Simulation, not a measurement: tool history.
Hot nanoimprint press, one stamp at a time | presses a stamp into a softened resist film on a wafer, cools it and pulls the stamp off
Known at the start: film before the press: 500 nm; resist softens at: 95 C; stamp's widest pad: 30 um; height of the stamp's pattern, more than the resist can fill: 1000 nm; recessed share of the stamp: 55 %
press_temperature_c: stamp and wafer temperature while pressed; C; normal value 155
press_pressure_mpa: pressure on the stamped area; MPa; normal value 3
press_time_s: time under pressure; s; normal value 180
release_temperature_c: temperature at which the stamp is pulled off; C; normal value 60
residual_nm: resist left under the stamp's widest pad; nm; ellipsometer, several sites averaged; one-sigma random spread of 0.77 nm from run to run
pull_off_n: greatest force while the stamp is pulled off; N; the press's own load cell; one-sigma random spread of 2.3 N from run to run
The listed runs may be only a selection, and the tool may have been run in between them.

{"run": 1, "hour": 0.0, "press_temperature_c": 155, "press_pressure_mpa": 3, "press_time_s": 180, "release_temperature_c": 60, "residual_nm": 205.2, "pull_off_n": 117}
{"run": 2, "hour": 15.8, "press_temperature_c": 155, "press_pressure_mpa": 3, "press_time_s": 180, "release_temperature_c": 47, "residual_nm": 205.5, "pull_off_n": 156}
{"run": 3, "hour": 37.2, "press_temperature_c": 155, "press_pressure_mpa": 3, "press_time_s": 180, "release_temperature_c": 47, "residual_nm": 205.2, "pull_off_n": 156}
{"run": 4, "hour": 48.6, "press_temperature_c": 155, "press_pressure_mpa": 3, "press_time_s": 180, "release_temperature_c": 60, "residual_nm": 205.6, "pull_off_n": 125}
{"hour": 58.7, "done": "plate thermocouple calibrated"}
{"run": 5, "hour": 73.0, "press_temperature_c": 145, "press_pressure_mpa": 3, "press_time_s": 180, "release_temperature_c": 60, "residual_nm": 313.8, "pull_off_n": 123}
{"run": 6, "hour": 88.4, "press_temperature_c": 145, "press_pressure_mpa": 3, "press_time_s": 180, "release_temperature_c": 60, "residual_nm": 314.7, "pull_off_n": 124}
{"run": 7, "hour": 106.7, "press_temperature_c": 155, "press_pressure_mpa": 2.84, "press_time_s": 93, "release_temperature_c": 47, "residual_nm": 259.4, "pull_off_n": 156}
{"hour": 120.4, "done": "stamp cleaned and given a new release coat"}
{"run": 8, "hour": 129.5, "press_temperature_c": 157, "press_pressure_mpa": 1.97, "press_time_s": 299, "release_temperature_c": 66, "residual_nm": 196.7, "pull_off_n": 91}
{"run": 9, "hour": 139.2, "press_temperature_c": 157, "press_pressure_mpa": 1.97, "press_time_s": 299, "release_temperature_c": 66, "residual_nm": 195.3, "pull_off_n": 91}
{"hour": 148.4, "done": "plate thermocouple calibrated, once more"}
{"run": 10, "hour": 152.1, "press_temperature_c": 157, "press_pressure_mpa": 3.98, "press_time_s": 267, "release_temperature_c": 59, "residual_nm": 143.7, "pull_off_n": 109}
{"run": 11, "hour": 166.4, "press_temperature_c": 159, "press_pressure_mpa": 3.81, "press_time_s": 267, "release_temperature_c": 64, "residual_nm": 134.1, "pull_off_n": 101}

Run 12, settings as shown, results not yet in. Your forecast:
{"run": 12, "hour": 177.9, "press_temperature_c": 155, "press_pressure_mpa": 3, "press_time_s": 180, "release_temperature_c": 61, "residual_nm": "?", "pull_off_n": "?"}

residual_nm: 215.2 nm
pull_off_n: 101 N
If the tool had no hidden condition, the same run with the same run-to-run variation would have returned residual_nm 215.2 nm, pull_off_n 97 N.
